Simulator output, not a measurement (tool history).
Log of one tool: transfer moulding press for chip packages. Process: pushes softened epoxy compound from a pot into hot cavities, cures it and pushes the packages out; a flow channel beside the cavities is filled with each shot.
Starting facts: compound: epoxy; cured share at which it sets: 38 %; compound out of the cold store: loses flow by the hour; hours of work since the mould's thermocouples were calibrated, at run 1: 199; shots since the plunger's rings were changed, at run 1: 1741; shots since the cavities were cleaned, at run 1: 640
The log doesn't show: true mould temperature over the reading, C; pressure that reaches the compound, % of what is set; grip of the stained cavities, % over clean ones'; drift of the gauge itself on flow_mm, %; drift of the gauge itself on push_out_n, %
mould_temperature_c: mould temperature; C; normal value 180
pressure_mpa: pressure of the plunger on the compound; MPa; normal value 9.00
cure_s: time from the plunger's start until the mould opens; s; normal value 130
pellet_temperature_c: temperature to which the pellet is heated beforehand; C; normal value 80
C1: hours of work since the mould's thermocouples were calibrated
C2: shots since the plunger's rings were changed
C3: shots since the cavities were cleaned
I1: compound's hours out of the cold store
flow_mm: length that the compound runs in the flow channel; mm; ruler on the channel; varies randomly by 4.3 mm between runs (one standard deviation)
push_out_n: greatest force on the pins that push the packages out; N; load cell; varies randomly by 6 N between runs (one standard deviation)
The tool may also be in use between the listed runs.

Run 1, day 0.000: usual settings; C1 199; C2 1741; C3 640; I1 27.3. Result: flow_mm 677 mm, push_out_n 493 N.
At day 0.229: cavities cleaned with cleaning compound and waxed.
Run 2, day 0.338: usual settings; C1 203; C2 1797; C3 22; I1 10.9. Result: flow_mm 730 mm, push_out_n 265 N.
Run 3, day 0.592: usual settings but pressure_mpa 8.41 MPa; C1 207; C2 1849; C3 74; I1 44.7. Result: flow_mm 603 mm, push_out_n 273 N.
Run 4, day 0.979: usual settings but mould_temperature_c 184 C; C1 212; C2 1928; C3 153; I1 8.1. Result: flow_mm 718 mm, push_out_n 280 N.
Run 5, day 1.333: usual settings but mould_temperature_c 184 C; C1 217; C2 1999; C3 224; I1 19.1. Result: flow_mm 693 mm, push_out_n 305 N.
Run 6, day 1.729: usual settings but mould_temperature_c 184 C; C1 223; C2 2080; C3 305; I1 22.2. Result: flow_mm 679 mm, push_out_n 332 N.
Run 7, day 2.058: usual settings but mould_temperature_c 184 C; C1 228; C2 2147; C3 372; I1 26.4. Result: flow_mm 666 mm, push_out_n 354 N.
Run 8, day 2.404: usual settings but mould_temperature_c 184 C; C1 233; C2 2217; C3 442; I1 9.0. Result: flow_mm 710 mm, push_out_n 372 N.
Run 9, day 2.704: usual settings but pellet_temperature_c 87 C; C1 237; C2 2279; C3 504; I1 39.2. Result: flow_mm 633 mm, push_out_n 439 N.
Run 10, day 2.925: usual settings but pellet_temperature_c 87 C; C1 240; C2 2323; C3 548; I1 19.2. Result: flow_mm 692 mm, push_out_n 464 N.
Run 11, day 3.279: usual settings but pellet_temperature_c 87 C; C1 246; C2 2395; C3 620; I1 35.1. Result: flow_mm 645 mm, push_out_n 470 N.
At day 3.612: cavities cleaned with cleaning compound and waxed.
Run 12, day 3.633: usual settings but cure_s 137 s; C1 250; C2 2455; C3 4; I1 32.4. Result: flow_mm 651 mm, push_out_n 233 N.
Run 13, day 3.925: usual settings but cure_s 160 s; C1 254; C2 2514; C3 63; I1 34.5. Result: flow_mm 646 mm, push_out_n 235 N.
Run 14, day 4.283: usual settings but cure_s 160 s; C1 259; C2 2588; C3 137; I1 15.1. Result: flow_mm 706 mm, push_out_n 277 N.
Run 15, day 4.496: usual settings but cure_s 160 s; C1 262; C2 2630; C3 179; I1 15.4. Result: flow_mm 693 mm, push_out_n 286 N.
Run 16, day 4.775: usual settings but cure_s 160 s; C1 266; C2 2687; C3 236; I1 32.1. Result: flow_mm 648 mm, push_out_n 291 N.
At day 4.875: mould's thermocouples calibrated.
Run 17, day 5.046: usual settings but mould_temperature_c 182 C, pressure_mpa 8.53 MPa, cure_s 143 s; C1 2; C2 2725; C3 274; I1 17.8. Result: flow_mm 665 mm, push_out_n 343 N.
Run 18, day 5.429: usual settings but cure_s 158 s, pellet_temperature_c 72 C; C1 8; C2 2804; C3 353; I1 43.1. Result: flow_mm 623 mm, push_out_n 345 N.
At day 5.642: mould's thermocouples calibrated, once more.
Run 19, day 5.800: usual settings but mould_temperature_c 185 C, cure_s 154 s, pellet_temperature_c 73 C; C1 2; C2 2863; C3 412; I1 33.1. Result: flow_mm 634 mm, push_out_n 331 N.
Run 20, day 6.162: usual settings but mould_temperature_c 185 C, cure_s 154 s, pellet_temperature_c 73 C; C1 8; C2 2936; C3 485; I1 16.6. Result: flow_mm 678 mm, push_out_n 353 N.
Run 21, day 6.329: usual settings but mould_temperature_c 178 C, pressure_mpa 9.93 MPa, cure_s 154 s, pellet_temperature_c 73 C; C1 10; C2 2970; C3 519; I1 36.3. Result: flow_mm 672 mm, push_out_n 393 N.

Forecast run 22:
Run 22, day 6.738: usual settings but mould_temperature_c 178 C, pressure_mpa 7.54 MPa, cure_s 146 s, pellet_temperature_c 73 C; C1 16; C2 3053; C3 602; I1 11.2. Result: flow_mm ?, push_out_n ?.

{"run 22": {"flow_mm": 651, "push_out_n": 435}}
Take away the tool's hidden state, keep the run-to-run variation as it was, and the same run would have given flow_mm 689 mm, push_out_n 216 N.

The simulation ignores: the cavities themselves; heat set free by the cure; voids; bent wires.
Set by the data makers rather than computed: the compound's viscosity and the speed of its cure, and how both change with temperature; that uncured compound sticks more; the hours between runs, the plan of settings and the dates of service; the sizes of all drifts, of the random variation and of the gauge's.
